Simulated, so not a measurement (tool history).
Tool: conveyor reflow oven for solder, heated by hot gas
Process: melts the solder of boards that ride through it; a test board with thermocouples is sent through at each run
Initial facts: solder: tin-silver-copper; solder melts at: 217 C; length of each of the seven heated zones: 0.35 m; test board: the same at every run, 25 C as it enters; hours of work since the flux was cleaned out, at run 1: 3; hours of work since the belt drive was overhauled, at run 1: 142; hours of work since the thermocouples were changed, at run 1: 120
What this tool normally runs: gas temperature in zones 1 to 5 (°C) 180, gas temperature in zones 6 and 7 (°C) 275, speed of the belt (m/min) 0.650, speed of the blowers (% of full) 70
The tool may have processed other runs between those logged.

run   hour  gas temperature in zones 1 to 5 (°C)  gas temperature in zones 6 and 7 (°C)  speed of the belt (m/min)  speed of the blowers (% of full)  hours of work since the flux was cleaned out  hours of work since the belt drive was overhauled  hours of work since the thermocouples were changed  highest temperature of the board (°C)  time above the solder's melting point (s)
  1    0.0                                   180                                    275                      0.650                                70                                             3                                                142                                                 120                                 265.95                                      58.10
  2   19.6                                   180                                    275                      0.650                                70                                            13                                                152                                                 130                                 265.82                                      58.01
  3   40.1                                   180                                    275                      0.650                                70                                            24                                                163                                                 141                                 265.71                                      58.09
  4   50.3                                   182                                    275                      0.650                                70                                            29                                                168                                                 146                                 265.80                                      58.69
  5   65.7                                   189                                    275                      0.650                                70                                            37                                                176                                                 154                                 266.56                                      61.08
  6   87.5                                   167                                    273                      0.633                                90                                            48                                                187                                                 165                                 266.58                                      57.29
  7  104.7                                   167                                    273                      0.633                                72                                            57                                                196                                                 174                                 263.33                                      55.52
  8  120.8                                   167                                    273                      0.633                                72                                            65                                                204                                                 183                                 263.35                                      55.27
  9  134.2                                   167                                    273                      0.633                                72                                            72                                                211                                                 189                                 263.36                                      55.45
 10  156.1                                   167                                    289                      0.604                                72                                            83                                                222                                                 201                                 279.60                                      64.12

How would selected steps in highest temperature of the board (°C) from run to run divide? Give the signed amount a tool lacking its hidden state would still show from settings, what came in and random variation, and the signed amount left for the hidden state, including any gauge scatter that is not in both of the compared results.
The tool's hidden condition here consists of: heat that the gas passes to the board, % of a clean oven's; belt's true speed, % of the reading; true gas temperature in zones 6 and 7 over the reading, C; drift of the gauge itself on peak_c, C; drift of the gauge itself on liquid_s, %.
Run 5 -> 6: gas temperature in zones 1 to 5 (°C) 189 -> 167, gas temperature in zones 6 and 7 (°C) 275 -> 273, speed of the belt (m/min) 0.650 -> 0.633, speed of the blowers (% of full) 70 -> 90. highest temperature of the board (°C) +0.02: hidden state -0.13, all else +0.15.
Run 9 -> 10: gas temperature in zones 6 and 7 (°C) 273 -> 289, speed of the belt (m/min) 0.633 -> 0.604. highest temperature of the board (°C) +16.24: hidden state -0.08, all else +16.32.
